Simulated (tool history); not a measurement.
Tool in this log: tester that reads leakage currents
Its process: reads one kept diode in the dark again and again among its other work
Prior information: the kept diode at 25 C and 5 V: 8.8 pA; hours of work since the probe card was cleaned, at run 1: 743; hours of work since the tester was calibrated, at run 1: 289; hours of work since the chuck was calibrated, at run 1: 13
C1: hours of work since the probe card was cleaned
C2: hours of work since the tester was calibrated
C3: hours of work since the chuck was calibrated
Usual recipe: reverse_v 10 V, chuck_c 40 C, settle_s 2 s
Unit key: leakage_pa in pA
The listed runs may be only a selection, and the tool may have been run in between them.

run 1 day=0 | reverse_v=10 chuck_c=40 settle_s=2 | C1=743 C2=289 C3=13 | leakage_pa=43.35
run 2 day=1.671 | reverse_v=10 chuck_c=40 settle_s=2 | C1=766 C2=312 C3=36 | leakage_pa=43.19
run 3 day=3.075 | reverse_v=10 chuck_c=40 settle_s=2 | C1=786 C2=331 C3=55 | leakage_pa=43.42
run 4 day=4.517 | reverse_v=10 chuck_c=43 settle_s=2 | C1=806 C2=351 C3=75 | leakage_pa=54.71
run 5 day=5.771 | reverse_v=10 chuck_c=43 settle_s=2 | C1=823 C2=369 C3=93 | leakage_pa=54.41
run 6 day=8.104 | reverse_v=10 chuck_c=43 settle_s=0.35 | C1=855 C2=401 C3=125 | leakage_pa=61.5
run 7 day=10.121 | reverse_v=10 chuck_c=40 settle_s=1.48 | C1=883 C2=429 C3=153 | leakage_pa=43.73
run 8 day=11.696 | reverse_v=10 chuck_c=40 settle_s=1.48 | C1=905 C2=451 C3=175 | leakage_pa=43.98
run 9 day=14.146 | reverse_v=10 chuck_c=40 settle_s=1.48 | C1=939 C2=485 C3=209 | leakage_pa=43.56
run 10 day=15.967 | reverse_v=10 chuck_c=40 settle_s=1.48 | C1=964 C2=510 C3=234 | leakage_pa=44.02
run 11 day=18.608 | reverse_v=1.1 chuck_c=40 settle_s=2 | C1=1001 C2=546 C3=270 | leakage_pa=17.54
run 12 day=21.408 | reverse_v=10 chuck_c=40 settle_s=2 | C1=1040 C2=585 C3=309 | leakage_pa=43.24
run 13 day=23.4 | reverse_v=10 chuck_c=40 settle_s=1.31 | C1=1067 C2=613 C3=337 | leakage_pa=43.89
run 14 day=25.188 | reverse_v=10 chuck_c=40 settle_s=1.31 | C1=1092 C2=638 C3=362 | leakage_pa=43.9
run 15 day=27.958 | reverse_v=10 chuck_c=40 settle_s=1.31 | C1=1130 C2=676 C3=400 | leakage_pa=43.91
run 16 day=29.208 | reverse_v=10 chuck_c=40 settle_s=1.31 | C1=1148 C2=693 C3=417 | leakage_pa=43.93
run 17 day=31.15 | reverse_v=10 chuck_c=40 settle_s=1.31 | C1=1175 C2=720 C3=444 | leakage_pa=44.12
run 18 day=33.779 | reverse_v=10 chuck_c=40 settle_s=2 | C1=1211 C2=757 C3=481 | leakage_pa=43.4
run 19 day=35.521 | reverse_v=10 chuck_c=20 settle_s=2 | C1=1235 C2=781 C3=505 | leakage_pa=9.12
run 20 day=36.838 | reverse_v=10 chuck_c=20 settle_s=2 | C1=1253 C2=799 C3=523 | leakage_pa=8.92
run 21 day=38.258 | reverse_v=10 chuck_c=20 settle_s=2 | C1=1273 C2=819 C3=543 | leakage_pa=9.13
run 22 day=39.692 | reverse_v=4 chuck_c=20 settle_s=5.76 | C1=1293 C2=839 C3=563 | leakage_pa=5.37
run 23 day=41.412 | reverse_v=4 chuck_c=20 settle_s=5.76 | C1=1317 C2=862 C3=586 | leakage_pa=5.56
run 24 day=44.304 | reverse_v=4 chuck_c=20 settle_s=5.76 | C1=1357 C2=903 C3=627 | leakage_pa=5.45
run 25 day=45.883 | reverse_v=4 chuck_c=30 settle_s=0.38 | C1=1379 C2=924 C3=648 | leakage_pa=15.8
run 26 day=47.167 | reverse_v=4 chuck_c=30 settle_s=0.38 | C1=1397 C2=942 C3=666 | leakage_pa=15.9
run 27 day=49.917 | reverse_v=10 chuck_c=40 settle_s=1.29 | C1=1435 C2=980 C3=704 | leakage_pa=44.29
run 28 day=52.592 | reverse_v=10 chuck_c=42 settle_s=2 | C1=1472 C2=1017 C3=741 | leakage_pa=50.47
run 29 day=55.062 | reverse_v=1.1 chuck_c=30 settle_s=2.58 | C1=1506 C2=1052 C3=776 | leakage_pa=7.73
run 30 day=57.017 | reverse_v=5.7 chuck_c=21 settle_s=1.62 | C1=1533 C2=1079 C3=803 | leakage_pa=7.7
run 31 day=58.392 | reverse_v=2.3 chuck_c=22 settle_s=2.57 | C1=1552 C2=1098 C3=822 | leakage_pa=5.3
run 32 day=60.567 | reverse_v=6.3 chuck_c=21 settle_s=0.9 | C1=1582 C2=1128 C3=852 | leakage_pa=8.98
run 33 day=62.158 | reverse_v=6.3 chuck_c=21 settle_s=0.9 | C1=1604 C2=1150 C3=874 | leakage_pa=8.94
run 34 day=64.1 | reverse_v=1.6 chuck_c=40 settle_s=0.59 | C1=1631 C2=1177 C3=901 | leakage_pa=20.96
run 35 day=65.517 | reverse_v=10 chuck_c=40 settle_s=6.09 | C1=1651 C2=1196 C3=920 | leakage_pa=42.05
run 36 day=67.692 | reverse_v=6 chuck_c=29 settle_s=6.07 | C1=1681 C2=1227 C3=951 | leakage_pa=13.86
run 37 day=69.079 | reverse_v=6 chuck_c=29 settle_s=6.07 | C1=1700 C2=1246 C3=970 | leakage_pa=13.84
run 38 day=70.6 | reverse_v=16.1 chuck_c=29 settle_s=2.95 | C1=1721 C2=1267 C3=991 | leakage_pa=21.81
-- day=71.462 probe card cleaned and baked
run 39 day=73.629 | reverse_v=5.3 chuck_c=50 settle_s=0.37 | C1=30 C2=1307 C3=1031 | leakage_pa=75.19
run 40 day=75.404 | reverse_v=5.3 chuck_c=50 settle_s=0.37 | C1=55 C2=1332 C3=1056 | leakage_pa=74.98

Each row is a separate what-if for the run after 40, all from the same tool condition, not one after another. Results?
run A day=77.417 | reverse_v=1.2 chuck_c=42 settle_s=5.07 | C1=82 C2=1360 C3=1084 | leakage_pa=?
run B day=77.417 | reverse_v=5.3 chuck_c=38 settle_s=0.37 | C1=82 C2=1360 C3=1084 | leakage_pa=?
run C day=77.417 | reverse_v=19.8 chuck_c=40 settle_s=6.78 | C1=82 C2=1360 C3=1084 | leakage_pa=?

run=A leakage_pa=21.22
run=B leakage_pa=31.88
run=C leakage_pa=55.62
Take away the tool's hidden state, keep each run's random variation, and the runs would have read:
run=A leakage_pa=21.22
run=B leakage_pa=31.88
run=C leakage_pa=55.62

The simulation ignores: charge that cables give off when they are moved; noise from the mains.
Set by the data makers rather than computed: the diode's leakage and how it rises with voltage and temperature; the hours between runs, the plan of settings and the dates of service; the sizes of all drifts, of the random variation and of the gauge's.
